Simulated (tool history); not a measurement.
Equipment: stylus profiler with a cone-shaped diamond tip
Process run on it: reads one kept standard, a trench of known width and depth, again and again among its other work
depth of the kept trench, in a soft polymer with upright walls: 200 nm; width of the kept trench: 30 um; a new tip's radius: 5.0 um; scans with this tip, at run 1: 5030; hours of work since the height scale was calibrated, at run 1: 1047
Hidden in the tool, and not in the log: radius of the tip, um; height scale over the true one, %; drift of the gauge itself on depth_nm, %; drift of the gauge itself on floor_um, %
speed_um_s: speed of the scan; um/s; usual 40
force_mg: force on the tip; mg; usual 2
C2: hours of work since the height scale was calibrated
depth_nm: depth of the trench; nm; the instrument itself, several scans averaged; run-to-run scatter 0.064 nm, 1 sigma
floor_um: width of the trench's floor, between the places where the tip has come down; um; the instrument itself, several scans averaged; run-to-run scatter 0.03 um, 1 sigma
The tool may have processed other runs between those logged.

run 1 hour=0 | speed_um_s=40 force_mg=2 | scans_with_this_tip=5030 C2=1047 | depth_nm=201.15 floor_um=26.6
run 2 hour=42.6 | speed_um_s=40 force_mg=2 | scans_with_this_tip=5174 C2=1077 | depth_nm=201.17 floor_um=26.6
run 3 hour=89.3 | speed_um_s=40 force_mg=2 | scans_with_this_tip=5332 C2=1110 | depth_nm=201.09 floor_um=26.52
run 4 hour=117.6 | speed_um_s=40 force_mg=2 | scans_with_this_tip=5428 C2=1130 | depth_nm=201.13 floor_um=26.56
run 5 hour=165.2 | speed_um_s=59 force_mg=2 | scans_with_this_tip=5589 C2=1163 | depth_nm=201 floor_um=26.43
run 6 hour=218.2 | speed_um_s=59 force_mg=2 | scans_with_this_tip=5768 C2=1201 | depth_nm=201.03 floor_um=26.44
run 7 hour=249.3 | speed_um_s=59 force_mg=2 | scans_with_this_tip=5873 C2=1223 | depth_nm=201 floor_um=26.45
run 8 hour=295.4 | speed_um_s=59 force_mg=2 | scans_with_this_tip=6029 C2=1255 | depth_nm=201.03 floor_um=26.39
-- hour=308 height scale calibrated on a step standard
run 9 hour=341.5 | speed_um_s=59 force_mg=2 | scans_with_this_tip=6183 C2=24 | depth_nm=202.2 floor_um=26.42
run 10 hour=364.7 | speed_um_s=59 force_mg=2 | scans_with_this_tip=6262 C2=40 | depth_nm=202.28 floor_um=26.4
run 11 hour=394.3 | speed_um_s=59 force_mg=2 | scans_with_this_tip=6362 C2=61 | depth_nm=202.13 floor_um=26.39
run 12 hour=430.6 | speed_um_s=59 force_mg=2 | scans_with_this_tip=6485 C2=86 | depth_nm=202.07 floor_um=26.43
run 13 hour=480.5 | speed_um_s=25 force_mg=2 | scans_with_this_tip=6654 C2=121 | depth_nm=202.09 floor_um=26.6
run 14 hour=510.8 | speed_um_s=25 force_mg=2 | scans_with_this_tip=6756 C2=143 | depth_nm=202.04 floor_um=26.59
run 15 hour=543.4 | speed_um_s=33 force_mg=2 | scans_with_this_tip=6866 C2=166 | depth_nm=202.18 floor_um=26.5
run 16 hour=589 | speed_um_s=33 force_mg=2 | scans_with_this_tip=7021 C2=198 | depth_nm=202 floor_um=26.51
run 17 hour=636 | speed_um_s=33 force_mg=2 | scans_with_this_tip=7180 C2=231 | depth_nm=201.96 floor_um=26.51
run 18 hour=671.9 | speed_um_s=40 force_mg=2 | scans_with_this_tip=7301 C2=256 | depth_nm=202 floor_um=26.46
run 19 hour=715.7 | speed_um_s=40 force_mg=2.8 | scans_with_this_tip=7449 C2=287 | depth_nm=202.58 floor_um=26.48
run 20 hour=740.8 | speed_um_s=40 force_mg=2.8 | scans_with_this_tip=7534 C2=305 | depth_nm=202.47 floor_um=26.5
run 21 hour=786.6 | speed_um_s=27 force_mg=4.22 | scans_with_this_tip=7689 C2=337 | depth_nm=203.32 floor_um=26.55
run 22 hour=815.1 | speed_um_s=20 force_mg=5.24 | scans_with_this_tip=7786 C2=357 | depth_nm=203.81 floor_um=26.53
run 23 hour=836.5 | speed_um_s=82 force_mg=5.24 | scans_with_this_tip=7858 C2=372 | depth_nm=203.89 floor_um=26.41
run 24 hour=879.2 | speed_um_s=82 force_mg=5.24 | scans_with_this_tip=8003 C2=402 | depth_nm=203.64 floor_um=26.33
run 25 hour=928.6 | speed_um_s=62 force_mg=2.18 | scans_with_this_tip=8170 C2=437 | depth_nm=202.03 floor_um=26.32
run 26 hour=977 | speed_um_s=62 force_mg=2.18 | scans_with_this_tip=8333 C2=471 | depth_nm=201.97 floor_um=26.25
run 27 hour=1011.8 | speed_um_s=20 force_mg=2.01 | scans_with_this_tip=8451 C2=496 | depth_nm=201.88 floor_um=26.51
run 28 hour=1043.1 | speed_um_s=33 force_mg=0.71 | scans_with_this_tip=8557 C2=518 | depth_nm=200.52 floor_um=26.3
run 29 hour=1081.3 | speed_um_s=33 force_mg=0.71 | scans_with_this_tip=8686 C2=545 | depth_nm=200.5 floor_um=26.3
run 30 hour=1104 | speed_um_s=33 force_mg=5.95 | scans_with_this_tip=8763 C2=561 | depth_nm=203.96 floor_um=26.48
run 31 hour=1150.6 | speed_um_s=81 force_mg=5.95 | scans_with_this_tip=8921 C2=593 | depth_nm=204.02 floor_um=26.26
run 32 hour=1182.5 | speed_um_s=40 force_mg=2.69 | scans_with_this_tip=9029 C2=616 | depth_nm=202.1 floor_um=26.34
run 33 hour=1230 | speed_um_s=40 force_mg=2.69 | scans_with_this_tip=9189 C2=649 | depth_nm=202.02 floor_um=26.4
run 34 hour=1260.9 | speed_um_s=21 force_mg=2.5 | scans_with_this_tip=9294 C2=671 | depth_nm=201.94 floor_um=26.44
run 35 hour=1296.2 | speed_um_s=64 force_mg=1 | scans_with_this_tip=9413 C2=696 | depth_nm=200.73 floor_um=26.04
run 36 hour=1341.7 | speed_um_s=45 force_mg=2.25 | scans_with_this_tip=9567 C2=728 | depth_nm=201.58 floor_um=26.32
run 37 hour=1366.2 | speed_um_s=134 force_mg=4.91 | scans_with_this_tip=9650 C2=745 | depth_nm=203.46 floor_um=26.09
run 38 hour=1415.7 | speed_um_s=81 force_mg=3.94 | scans_with_this_tip=9818 C2=780 | depth_nm=202.77 floor_um=26.15
run 39 hour=1450.4 | speed_um_s=50 force_mg=1.29 | scans_with_this_tip=9935 C2=805 | depth_nm=200.89 floor_um=26.18

Predict each of these 3 candidate next runs independently; none follows another, all start after run 39:
run A hour=1492.2 | speed_um_s=31 force_mg=1.38 | scans_with_this_tip=10076 C2=834 | depth_nm=? floor_um=?
run B hour=1492.2 | speed_um_s=40 force_mg=0.87 | scans_with_this_tip=10076 C2=834 | depth_nm=? floor_um=?
run C hour=1492.2 | speed_um_s=16 force_mg=1.36 | scans_with_this_tip=10076 C2=834 | depth_nm=? floor_um=?

run=A depth_nm=200.83 floor_um=26.31
run=B depth_nm=200.44 floor_um=26.2
run=C depth_nm=200.9 floor_um=26.39
With the hidden condition removed and each run's random variation left untouched, the same runs would have given:
run=A depth_nm=201.63 floor_um=27
run=B depth_nm=201.23 floor_um=26.89
run=C depth_nm=201.69 floor_um=27.09
